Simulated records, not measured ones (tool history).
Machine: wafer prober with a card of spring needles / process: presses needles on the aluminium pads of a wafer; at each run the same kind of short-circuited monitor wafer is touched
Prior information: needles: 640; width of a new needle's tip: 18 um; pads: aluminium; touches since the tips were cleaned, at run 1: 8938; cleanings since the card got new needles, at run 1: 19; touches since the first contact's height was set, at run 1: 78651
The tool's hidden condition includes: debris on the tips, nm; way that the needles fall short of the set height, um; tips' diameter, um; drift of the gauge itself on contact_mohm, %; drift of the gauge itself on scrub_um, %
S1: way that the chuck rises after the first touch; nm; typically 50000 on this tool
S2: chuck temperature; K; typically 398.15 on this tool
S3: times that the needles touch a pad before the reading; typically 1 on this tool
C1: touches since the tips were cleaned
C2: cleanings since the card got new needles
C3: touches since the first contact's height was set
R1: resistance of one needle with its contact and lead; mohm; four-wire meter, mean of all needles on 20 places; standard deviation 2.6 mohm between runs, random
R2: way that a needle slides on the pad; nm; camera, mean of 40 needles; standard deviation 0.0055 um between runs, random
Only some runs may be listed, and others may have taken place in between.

{"run": 1, "hour": 0.0, "S1": 50000, "S2": 398.15, "S3": 1, "C1": 8938, "C2": 19, "C3": 78651, "R1": 492, "R2": 6608}
{"hour": 1.6, "done": "tips cleaned on abrasive film"}
{"run": 2, "hour": 7.3, "S1": 50000, "S2": 398.15, "S3": 1, "C1": 1866, "C2": 20, "C3": 81018, "R1": 381, "R2": 6618}
{"run": 3, "hour": 18.8, "S1": 50000, "S2": 398.15, "S3": 1, "C1": 5662, "C2": 20, "C3": 84814, "R1": 453, "R2": 6600}
{"run": 4, "hour": 28.5, "S1": 50000, "S2": 398.15, "S3": 1, "C1": 8854, "C2": 20, "C3": 88006, "R1": 490, "R2": 6600}
{"hour": 29.7, "done": "tips cleaned on abrasive film"}
{"run": 5, "hour": 43.2, "S1": 50000, "S2": 364.15, "S3": 1, "C1": 4458, "C2": 21, "C3": 92839, "R1": 433, "R2": 6592}
{"run": 6, "hour": 54.3, "S1": 50000, "S2": 364.15, "S3": 1, "C1": 8123, "C2": 21, "C3": 96504, "R1": 482, "R2": 6592}
{"hour": 57.8, "done": "tips cleaned on abrasive film"}
{"run": 7, "hour": 70.9, "S1": 50000, "S2": 364.15, "S3": 1, "C1": 4341, "C2": 22, "C3": 101942, "R1": 430, "R2": 6592}
{"run": 8, "hour": 83.3, "S1": 34000, "S2": 398.15, "S3": 1, "C1": 8415, "C2": 22, "C3": 106016, "R1": 693, "R2": 4458}
{"hour": 85.7, "done": "tips cleaned on abrasive film"}
{"run": 9, "hour": 92.5, "S1": 34000, "S2": 398.15, "S3": 1, "C1": 2222, "C2": 23, "C3": 109006, "R1": 479, "R2": 4439}
{"run": 10, "hour": 105.0, "S1": 50000, "S2": 398.15, "S3": 1, "C1": 6347, "C2": 23, "C3": 113131, "R1": 462, "R2": 6582}
{"hour": 113.4, "done": "tips cleaned on abrasive film"}
{"run": 11, "hour": 119.0, "S1": 50000, "S2": 335.15, "S3": 1, "C1": 1829, "C2": 24, "C3": 117709, "R1": 372, "R2": 6579}
{"run": 12, "hour": 132.2, "S1": 50000, "S2": 305.15, "S3": 1, "C1": 6212, "C2": 24, "C3": 122092, "R1": 461, "R2": 6575}
{"hour": 141.5, "done": "tips cleaned on abrasive film"}
{"run": 13, "hour": 144.4, "S1": 50000, "S2": 305.15, "S3": 1, "C1": 930, "C2": 25, "C3": 126054, "R1": 324, "R2": 6552}
{"run": 14, "hour": 154.0, "S1": 50000, "S2": 398.15, "S3": 1, "C1": 4107, "C2": 25, "C3": 129231, "R1": 422, "R2": 6561}
{"run": 15, "hour": 162.4, "S1": 50000, "S2": 398.15, "S3": 1, "C1": 6865, "C2": 25, "C3": 131989, "R1": 476, "R2": 6556}
{"hour": 169.2, "done": "tips cleaned on abrasive film"}
{"hour": 170.5, "done": "height of the first contact set anew"}
{"run": 16, "hour": 176.6, "S1": 50000, "S2": 398.15, "S3": 1, "C1": 2342, "C2": 26, "C3": 2002, "R1": 382, "R2": 6680}
{"run": 17, "hour": 185.8, "S1": 50000, "S2": 398.15, "S3": 1, "C1": 5387, "C2": 26, "C3": 5047, "R1": 446, "R2": 6683}
{"hour": 197.8, "done": "tips cleaned on abrasive film"}
{"run": 18, "hour": 199.6, "S1": 36000, "S2": 398.15, "S3": 3, "C1": 562, "C2": 27, "C3": 9537, "R1": 332, "R2": 4789}
{"run": 19, "hour": 209.4, "S1": 36000, "S2": 398.15, "S3": 3, "C1": 3798, "C2": 27, "C3": 12773, "R1": 390, "R2": 4792}
{"run": 20, "hour": 224.2, "S1": 64000, "S2": 398.15, "S3": 2, "C1": 8684, "C2": 27, "C3": 17659, "R1": 371, "R2": 8535}
{"hour": 225.8, "done": "tips cleaned on abrasive film"}
{"run": 21, "hour": 238.3, "S1": 64000, "S2": 398.15, "S3": 2, "C1": 4102, "C2": 28, "C3": 22270, "R1": 343, "R2": 8519}
{"run": 22, "hour": 246.4, "S1": 65000, "S2": 398.15, "S3": 1, "C1": 6770, "C2": 28, "C3": 24938, "R1": 403, "R2": 8645}
{"hour": 253.3, "done": "tips cleaned on abrasive film"}
{"run": 23, "hour": 261.2, "S1": 43000, "S2": 359.15, "S3": 2, "C1": 2576, "C2": 29, "C3": 29783, "R1": 377, "R2": 5711}
{"run": 24, "hour": 271.0, "S1": 69000, "S2": 299.15, "S3": 2, "C1": 5820, "C2": 29, "C3": 33027, "R1": 333, "R2": 9183}
{"hour": 280.8, "done": "tips cleaned on abrasive film"}
{"run": 25, "hour": 284.8, "S1": 69000, "S2": 299.15, "S3": 2, "C1": 1323, "C2": 30, "C3": 37540, "R1": 294, "R2": 9165}
{"run": 26, "hour": 295.3, "S1": 69000, "S2": 333.15, "S3": 2, "C1": 4784, "C2": 30, "C3": 41001, "R1": 331, "R2": 9164}
{"hour": 308.7, "done": "tips cleaned on abrasive film"}
{"run": 27, "hour": 309.0, "S1": 49000, "S2": 313.15, "S3": 2, "C1": 101, "C2": 31, "C3": 45494, "R1": 283, "R2": 6496}
{"run": 28, "hour": 323.0, "S1": 49000, "S2": 313.15, "S3": 2, "C1": 4720, "C2": 31, "C3": 50113, "R1": 386, "R2": 6487}
{"run": 29, "hour": 330.1, "S1": 49000, "S2": 313.15, "S3": 2, "C1": 7067, "C2": 31, "C3": 52460, "R1": 407, "R2": 6501}
{"hour": 336.4, "done": "tips cleaned on abrasive film"}
{"run": 30, "hour": 338.7, "S1": 33000, "S2": 398.15, "S3": 2, "C1": 754, "C2": 32, "C3": 55246, "R1": 368, "R2": 4352}
{"run": 31, "hour": 351.5, "S1": 34000, "S2": 305.15, "S3": 2, "C1": 4980, "C2": 32, "C3": 59472, "R1": 493, "R2": 4488}

Run 32 is up next; what results do you expect?
{"hour": 364.6, "done": "tips cleaned on abrasive film"}
{"run": 32, "hour": 365.2, "S1": 64000, "S2": 329.15, "S3": 2, "C1": 176, "C2": 33, "C3": 63951, "R1": "?", "R2": "?"}

{"run 32": {"R1": 287, "R2": 8486}}
Without the tool's hidden state the same run would have given R1 278 mohm, R2 8542 nm.
